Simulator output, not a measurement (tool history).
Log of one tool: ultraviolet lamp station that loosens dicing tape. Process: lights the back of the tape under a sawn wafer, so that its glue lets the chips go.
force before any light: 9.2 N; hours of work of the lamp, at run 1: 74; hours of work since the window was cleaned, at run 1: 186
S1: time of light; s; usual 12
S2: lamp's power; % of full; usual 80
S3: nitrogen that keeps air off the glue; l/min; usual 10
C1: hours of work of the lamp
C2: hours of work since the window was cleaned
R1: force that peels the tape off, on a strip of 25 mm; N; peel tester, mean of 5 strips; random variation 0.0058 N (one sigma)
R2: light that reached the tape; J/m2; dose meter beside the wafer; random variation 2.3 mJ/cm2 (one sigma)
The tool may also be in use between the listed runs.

run	hour	S1	S2	S3	C1	C2	R1	R2
1	0.0	12	80	10	74	186	0.181	2080
2	11.9	13	80	10	80	192	0.166	2280
3	19.4	13	80	10	84	196	0.143	2280
4	25.7	8	80	10	87	199	0.585	1430
5	35.7	12	80	10	92	204	0.181	2100
6	45.7	12	80	10	97	209	0.198	2100
7	55.6	12	80	10	102	215	0.189	2080
8	64.9	12	80	10	107	219	0.193	2080
9	72.0	12	80	11	111	223	0.177	2060
10	78.0	12	80	11	114	226	0.178	2090
11	89.7	12	62	10	120	232	0.416	1630
12	102.4	12	62	10	126	238	0.420	1600
13	108.2	12	62	10	129	241	0.414	1580
14	118.5	12	62	10	134	246	0.448	1580
# hour 122.7: window cleaned of glue's vapour
15	129.2	21	62	10	139	3	0.082	3030
16	142.0	21	62	10	146	10	0.080	3000
17	148.1	12	80	10	149	13	0.168	2240
18	158.9	12	80	17	154	18	0.102	2210
19	165.5	12	80	17	158	22	0.100	2230
20	173.8	12	80	3	162	26	0.662	2210
21	179.6	12	80	3	165	29	0.652	2220
22	189.9	12	80	3	170	34	0.639	2230
23	200.9	11	80	10	176	40	0.222	2010
24	213.8	11	80	10	182	46	0.222	1990
25	221.2	11	80	10	186	50	0.227	2010
26	232.4	6	81	10	192	56	1.042	1120
27	237.6	11	67	16	194	58	0.238	1660
28	243.9	10	67	4	198	62	1.176	1530
29	255.4	12	70	16	203	67	0.166	1910
30	262.2	11	70	16	207	71	0.210	1730
31	270.7	11	70	16	211	75	0.215	1710
32	282.7	11	70	16	217	81	0.213	1800
33	291.0	15	67	14	221	85	0.112	2250
34	303.4	15	70	17	228	92	0.091	2350
35	310.6	12	66	12	231	95	0.263	1760
36	318.4	12	66	12	235	99	0.266	1730
37	330.3	24	80	11	241	105	0.067	4260
38	340.2	24	80	11	246	110	0.071	4230
39	350.4	24	80	11	252	116	0.056	4220
40	359.8	12	95	10	256	120	0.111	2520
41	366.8	12	77	8	260	124	0.276	2030
42	378.3	12	77	8	266	130	0.272	2010
43	390.0	12	67	8	272	136	0.402	1730

How the hidden state differs across the entries between the runs, from the last listed run before each to the first after it:
Between runs 14 and 15: window cleaned of glue's vapour (hour 122.7)
  lamp's light, % of a new lamp's: 97.3 -> 97.2; light that the window lets through, % of a clean one's: 91.2 -> 99.7
  measured less the result without the state, R1: +0.125 -> +0.004 N; R2: -200 -> -100 J/m2
